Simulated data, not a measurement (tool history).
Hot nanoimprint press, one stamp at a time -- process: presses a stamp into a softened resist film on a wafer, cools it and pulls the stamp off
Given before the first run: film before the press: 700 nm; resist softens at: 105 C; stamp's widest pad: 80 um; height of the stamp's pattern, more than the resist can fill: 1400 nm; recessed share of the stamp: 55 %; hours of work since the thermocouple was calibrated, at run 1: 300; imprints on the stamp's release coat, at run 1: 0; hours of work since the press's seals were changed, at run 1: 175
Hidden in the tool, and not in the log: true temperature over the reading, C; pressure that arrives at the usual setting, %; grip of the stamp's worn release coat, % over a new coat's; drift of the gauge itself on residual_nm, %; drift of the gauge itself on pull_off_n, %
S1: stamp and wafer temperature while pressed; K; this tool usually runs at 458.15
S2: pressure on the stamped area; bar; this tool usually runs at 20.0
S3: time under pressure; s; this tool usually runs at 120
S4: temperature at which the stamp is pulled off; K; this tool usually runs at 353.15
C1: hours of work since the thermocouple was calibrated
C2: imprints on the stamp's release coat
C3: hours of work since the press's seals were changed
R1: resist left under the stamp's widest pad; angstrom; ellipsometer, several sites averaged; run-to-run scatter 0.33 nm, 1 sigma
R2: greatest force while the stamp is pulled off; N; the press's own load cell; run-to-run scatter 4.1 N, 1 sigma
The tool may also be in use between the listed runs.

run     day      S1    S2   S3      S4   C1    C2   C3    R1   R2
  1   0.000  458.15  20.0  120  353.15  300     0  175  2812  199
  2   0.671  458.15  20.0  123  353.15  307    59  183  2783  194
  3   1.025  461.15  20.0  120  353.15  311    89  187  2530  205
  4   1.746  450.15  20.0  120  353.15  319   152  195  3707  206
  5   2.421  450.15  20.0  120  353.15  327   211  202  3708  209
  6   3.100  458.15  14.1  120  353.15  334   270  210  3342  211
  7   3.858  458.15  14.1  120  353.15  343   336  218  3344  214
  8   4.583  458.15  20.0  120  353.15  351   399  226  2808  226
  9   5.204  458.15  20.0  120  353.15  358   453  233  2807  223
 10   5.562  458.15  20.0  120  352.15  362   484  237  2807  221
 11   6.296  458.15  20.0  120  353.15  370   548  245  2797  228
 12   6.838  458.15  20.0   67  353.15  376   595  251  3451  224
 13   7.517  458.15  20.0   67  353.15  383   654  259  3452  241
      7.696  -- plate thermocouple calibrated
 14   8.379  458.15  20.0   67  353.15    8   718  267  3402  234
 15   9.162  458.15  20.0   67  353.15   16   786  276  3407  241
      9.725  -- plate thermocouple calibrated, once more
 16   9.988  458.15  20.0   67  353.15    3   847  283  3500  250
 17  10.500  464.15  17.5   67  344.15    9   892  289  3092  320
 18  11.292  464.15  17.5   67  344.15   17   961  298  3093  328
 19  11.721  458.15  20.0  120  357.15   22   998  303  2855  230
 20  12.404  463.15  20.0  120  356.15   30  1057  310  2400  248
 21  13.083  463.15  20.0  120  356.15   37  1116  318  2398  243
 22  13.812  456.15  20.0  120  341.15   45  1180  326  3055  372
 23  14.471  456.15  20.0  120  341.15   53  1237  333  3054  369
 24  15.012  457.15  17.3  227  360.15   59  1284  339  2512  219
 25  15.717  463.15  20.5  205  353.15   67  1345  347  1922  283
 26  16.150  463.15  20.5  205  353.15   71  1383  352  1920  289
 27  16.579  463.15  20.5  205  353.15   76  1420  357  1922  284
 28  17.338  465.15  20.5  205  353.15   85  1486  365  1793  305
 29  17.904  458.15  18.0  120  353.15   91  1535  371  3004  296

Predict each of these 5 candidate next runs independently; none follows another, all start after run 29:
  A  18.400  463.15  20.0   81  353.15  96  1579  377   ?   ?
  B  18.400  469.15  26.7  120  358.15  96  1579  377   ?   ?
  C  18.400  458.15  15.9  120  353.15  96  1579  377   ?   ?
  D  18.400  449.15  16.3  120  353.15  96  1579  377   ?   ?
  E  18.400  459.15  20.0  120  339.15  96  1579  377   ?   ?

run    R1   R2
  A  2779  304
  B  1678  270
  C  3186  305
  D  4245  297
  E  2743  428
Stripped of hidden state, with their random variation kept, the same runs would have yielded:
run    R1   R2
  A  2776  200
  B  1671  177
  C  3189  200
  D  4251  195
  E  2741  281

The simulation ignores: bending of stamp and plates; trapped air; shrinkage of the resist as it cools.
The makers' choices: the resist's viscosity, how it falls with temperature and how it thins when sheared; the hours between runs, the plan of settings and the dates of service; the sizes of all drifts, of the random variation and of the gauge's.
